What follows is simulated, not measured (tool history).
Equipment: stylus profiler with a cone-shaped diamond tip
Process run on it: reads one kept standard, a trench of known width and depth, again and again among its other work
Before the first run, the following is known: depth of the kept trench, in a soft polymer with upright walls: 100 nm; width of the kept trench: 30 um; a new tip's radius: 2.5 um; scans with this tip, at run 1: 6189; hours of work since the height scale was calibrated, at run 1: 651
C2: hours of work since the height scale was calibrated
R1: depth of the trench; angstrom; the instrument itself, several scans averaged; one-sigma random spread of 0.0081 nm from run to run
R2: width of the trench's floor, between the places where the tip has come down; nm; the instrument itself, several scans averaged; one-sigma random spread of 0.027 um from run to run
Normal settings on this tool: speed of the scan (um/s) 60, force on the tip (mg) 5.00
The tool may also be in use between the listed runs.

{"run": 1, "hour": 0.0, "speed of the scan (um/s)": 60, "force on the tip (mg)": 5.0, "scans with this tip": 6189, "C2": 651, "R1": 1011.76, "R2": 28240}
{"run": 2, "hour": 35.2, "speed of the scan (um/s)": 60, "force on the tip (mg)": 5.0, "scans with this tip": 6305, "C2": 679, "R1": 1011.72, "R2": 28170}
{"run": 3, "hour": 83.5, "speed of the scan (um/s)": 27, "force on the tip (mg)": 5.0, "scans with this tip": 6464, "C2": 717, "R1": 1011.78, "R2": 28260}
{"run": 4, "hour": 114.9, "speed of the scan (um/s)": 27, "force on the tip (mg)": 5.0, "scans with this tip": 6567, "C2": 741, "R1": 1011.88, "R2": 28260}
{"run": 5, "hour": 175.4, "speed of the scan (um/s)": 93, "force on the tip (mg)": 5.0, "scans with this tip": 6766, "C2": 789, "R1": 1011.96, "R2": 28050}
{"hour": 199.8, "done": "height scale calibrated on a step standard"}
{"run": 6, "hour": 249.0, "speed of the scan (um/s)": 93, "force on the tip (mg)": 5.0, "scans with this tip": 7007, "C2": 39, "R1": 1012.46, "R2": 28090}
{"run": 7, "hour": 307.6, "speed of the scan (um/s)": 60, "force on the tip (mg)": 5.0, "scans with this tip": 7200, "C2": 85, "R1": 1012.59, "R2": 28140}
{"run": 8, "hour": 356.7, "speed of the scan (um/s)": 60, "force on the tip (mg)": 6.73, "scans with this tip": 7362, "C2": 123, "R1": 1015.08, "R2": 28180}
{"hour": 387.3, "done": "height scale calibrated on a step standard, once more"}
{"run": 9, "hour": 426.1, "speed of the scan (um/s)": 60, "force on the tip (mg)": 14.13, "scans with this tip": 7589, "C2": 30, "R1": 1022.3, "R2": 28240}
{"run": 10, "hour": 463.8, "speed of the scan (um/s)": 20, "force on the tip (mg)": 14.13, "scans with this tip": 7713, "C2": 60, "R1": 1022.51, "R2": 28270}
{"run": 11, "hour": 529.4, "speed of the scan (um/s)": 112, "force on the tip (mg)": 14.13, "scans with this tip": 7929, "C2": 111, "R1": 1022.47, "R2": 28090}
{"run": 12, "hour": 568.8, "speed of the scan (um/s)": 112, "force on the tip (mg)": 14.13, "scans with this tip": 8058, "C2": 142, "R1": 1022.47, "R2": 28070}
{"run": 13, "hour": 635.8, "speed of the scan (um/s)": 112, "force on the tip (mg)": 14.13, "scans with this tip": 8279, "C2": 195, "R1": 1022.51, "R2": 28090}
{"run": 14, "hour": 693.2, "speed of the scan (um/s)": 27, "force on the tip (mg)": 1.69, "scans with this tip": 8468, "C2": 240, "R1": 1005.76, "R2": 28090}
{"run": 15, "hour": 739.0, "speed of the scan (um/s)": 16, "force on the tip (mg)": 5.0, "scans with this tip": 8619, "C2": 276, "R1": 1011.58, "R2": 28190}
{"run": 16, "hour": 813.5, "speed of the scan (um/s)": 41, "force on the tip (mg)": 7.22, "scans with this tip": 8864, "C2": 334, "R1": 1014.77, "R2": 28210}
{"run": 17, "hour": 852.8, "speed of the scan (um/s)": 18, "force on the tip (mg)": 7.53, "scans with this tip": 8993, "C2": 365, "R1": 1015.09, "R2": 28270}
{"run": 18, "hour": 904.5, "speed of the scan (um/s)": 18, "force on the tip (mg)": 7.53, "scans with this tip": 9164, "C2": 406, "R1": 1015.2, "R2": 28220}
{"run": 19, "hour": 964.9, "speed of the scan (um/s)": 71, "force on the tip (mg)": 5.42, "scans with this tip": 9363, "C2": 453, "R1": 1012.42, "R2": 28020}
{"run": 20, "hour": 1015.4, "speed of the scan (um/s)": 22, "force on the tip (mg)": 3.38, "scans with this tip": 9529, "C2": 493, "R1": 1009.37, "R2": 28140}
{"run": 21, "hour": 1084.2, "speed of the scan (um/s)": 59, "force on the tip (mg)": 13.41, "scans with this tip": 9755, "C2": 547, "R1": 1022.38, "R2": 28140}
{"run": 22, "hour": 1121.6, "speed of the scan (um/s)": 76, "force on the tip (mg)": 1.84, "scans with this tip": 9879, "C2": 576, "R1": 1006.51, "R2": 27940}
{"run": 23, "hour": 1188.6, "speed of the scan (um/s)": 27, "force on the tip (mg)": 5.0, "scans with this tip": 10099, "C2": 629, "R1": 1012.06, "R2": 28130}
{"run": 24, "hour": 1245.2, "speed of the scan (um/s)": 64, "force on the tip (mg)": 5.0, "scans with this tip": 10285, "C2": 673, "R1": 1012.22, "R2": 28020}
{"run": 25, "hour": 1277.7, "speed of the scan (um/s)": 64, "force on the tip (mg)": 5.0, "scans with this tip": 10392, "C2": 699, "R1": 1012.33, "R2": 28050}
{"run": 26, "hour": 1323.8, "speed of the scan (um/s)": 231, "force on the tip (mg)": 3.14, "scans with this tip": 10544, "C2": 735, "R1": 1009.19, "R2": 27460}

Forecast each of these 3 alternatives for the next run:
{"run": "A", "hour": 1372.8, "speed of the scan (um/s)": 231, "force on the tip (mg)": 2.4, "scans with this tip": 10705, "C2": 773, "R1": "?", "R2": "?"}
{"run": "B", "hour": 1372.8, "speed of the scan (um/s)": 35, "force on the tip (mg)": 7.08, "scans with this tip": 10705, "C2": 773, "R1": "?", "R2": "?"}
{"run": "C", "hour": 1372.8, "speed of the scan (um/s)": 231, "force on the tip (mg)": 2.93, "scans with this tip": 10705, "C2": 773, "R1": "?", "R2": "?"}

run=A R1=1007.91 R2=27320
run=B R1=1015.35 R2=28150
run=C R1=1009.01 R2=27460
Take away the tool's hidden state, keep each run's random variation, and the runs would have read:
run=A R1=1006.69 R2=27730
run=B R1=1014.11 R2=28560
run=C R1=1007.79 R2=27860
